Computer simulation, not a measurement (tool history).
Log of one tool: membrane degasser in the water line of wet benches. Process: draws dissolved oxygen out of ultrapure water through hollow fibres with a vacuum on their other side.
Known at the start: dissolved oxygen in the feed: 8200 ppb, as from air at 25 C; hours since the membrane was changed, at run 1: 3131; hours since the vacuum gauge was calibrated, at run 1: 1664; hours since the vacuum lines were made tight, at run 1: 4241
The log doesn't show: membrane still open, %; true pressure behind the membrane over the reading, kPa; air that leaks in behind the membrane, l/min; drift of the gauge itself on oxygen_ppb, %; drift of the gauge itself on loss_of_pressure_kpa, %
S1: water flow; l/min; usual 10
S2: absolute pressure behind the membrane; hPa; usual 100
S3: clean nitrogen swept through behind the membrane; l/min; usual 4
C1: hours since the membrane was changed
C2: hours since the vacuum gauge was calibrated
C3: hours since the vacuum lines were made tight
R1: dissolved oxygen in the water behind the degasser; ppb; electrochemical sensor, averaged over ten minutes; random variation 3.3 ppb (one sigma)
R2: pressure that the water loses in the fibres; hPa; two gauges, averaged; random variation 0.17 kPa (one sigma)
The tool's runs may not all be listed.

Run 1, hour 0: usual settings; C1 3131; C2 1664; C3 4241. Result: R1 337.7 ppb, R2 336.6 hPa.
Run 2, hour 93.2: usual settings but S2 131 hPa; C1 3224; C2 1757; C3 4335. Result: R1 357.6 ppb, R2 336.6 hPa.
Run 3, hour 193.9: usual settings but S2 131 hPa; C1 3325; C2 1858; C3 4435. Result: R1 357.7 ppb, R2 337.7 hPa.
Run 4, hour 284: usual settings but S2 131 hPa; C1 3415; C2 1948; C3 4525. Result: R1 359.1 ppb, R2 337.1 hPa.
Run 5, hour 416.7: usual settings but S2 131 hPa; C1 3548; C2 2081; C3 4658. Result: R1 363.6 ppb, R2 338.1 hPa.
Run 6, hour 484.5: usual settings; C1 3616; C2 2148; C3 4726. Result: R1 338.6 ppb, R2 336.8 hPa.
Run 7, hour 589.1: usual settings but S2 244 hPa; C1 3720; C2 2253; C3 4830. Result: R1 425.7 ppb, R2 339.2 hPa.
Run 8, hour 683.9: usual settings; C1 3815; C2 2348; C3 4925. Result: R1 347.6 ppb, R2 337.2 hPa.
Run 9, hour 772.8: usual settings; C1 3904; C2 2437; C3 5014. Result: R1 340 ppb, R2 338.1 hPa.
Run 10, hour 852.1: usual settings; C1 3983; C2 2516; C3 5093. Result: R1 342.2 ppb, R2 338.1 hPa.
Run 11, hour 928.2: usual settings; C1 4059; C2 2592; C3 5170. Result: R1 343.6 ppb, R2 340.3 hPa.
Run 12, hour 1028.3: usual settings but S2 70 hPa; C1 4159; C2 2692; C3 5270. Result: R1 328.7 ppb, R2 337.2 hPa.
Run 13, hour 1086.6: usual settings but S2 70 hPa; C1 4218; C2 2750; C3 5328. Result: R1 326.3 ppb, R2 335 hPa.
Run 14, hour 1143.3: usual settings but S2 209 hPa; C1 4275; C2 2807; C3 5385. Result: R1 399.9 ppb, R2 336.1 hPa.
At hour 1151.1: vacuum gauge calibrated.
Run 15, hour 1270.6: usual settings but S3 5.33 l/min; C1 4401; C2 120; C3 5511. Result: R1 332.4 ppb, R2 335.7 hPa.
Run 16, hour 1382.2: usual settings but S3 5.33 l/min; C1 4513; C2 231; C3 5623. Result: R1 336.5 ppb, R2 339.8 hPa.
Run 17, hour 1437.2: usual settings but S1 14 l/min, S2 194 hPa; C1 4568; C2 286; C3 5678. Result: R1 730.5 ppb, R2 471.3 hPa.
At hour 1519.2: vacuum gauge calibrated, once more.
Run 18, hour 1534.1: usual settings but S1 14 l/min, S2 194 hPa; C1 4664; C2 15; C3 5774. Result: R1 726.9 ppb, R2 471.7 hPa.
Run 19, hour 1631.9: usual settings but S1 14 l/min, S2 194 hPa; C1 4762; C2 113; C3 5872. Result: R1 739.6 ppb, R2 472.9 hPa.
Run 20, hour 1729.8: usual settings but S1 14 l/min, S2 158 hPa, S3 4.24 l/min; C1 4860; C2 211; C3 5970. Result: R1 689.4 ppb, R2 474.2 hPa.
Run 21, hour 1834.7: usual settings but S1 6 l/min, S2 178 hPa, S3 3.29 l/min; C1 4965; C2 316; C3 6075. Result: R1 142.9 ppb, R2 203.7 hPa.
Run 22, hour 1938.6: usual settings but S1 6 l/min, S2 178 hPa, S3 3.29 l/min; C1 5069; C2 419; C3 6179. Result: R1 140.8 ppb, R2 205.3 hPa.
Run 23, hour 2029.2: usual settings but S1 6 l/min, S2 178 hPa, S3 3.29 l/min; C1 5159; C2 510; C3 6270. Result: R1 143.3 ppb, R2 205.2 hPa.
Run 24, hour 2152.4: usual settings but S1 9 l/min, S2 178 hPa, S3 3.29 l/min; C1 5283; C2 633; C3 6393. Result: R1 338.2 ppb, R2 307.1 hPa.
Run 25, hour 2281.7: usual settings but S2 84 hPa; C1 5412; C2 763; C3 6522. Result: R1 333.3 ppb, R2 340.9 hPa.

The next listed run, before its measurement:
Run 26, hour 2375.6: usual settings but S1 14 l/min, S3 8.44 l/min; C1 5506; C2 856; C3 6616. Result: R1 ?, R2 ?.

{"run 26": {"R1": 640.4, "R2": 474.8}}
Without the tool's hidden state the same run would have given R1 611 ppb, R2 466.2 hPa.
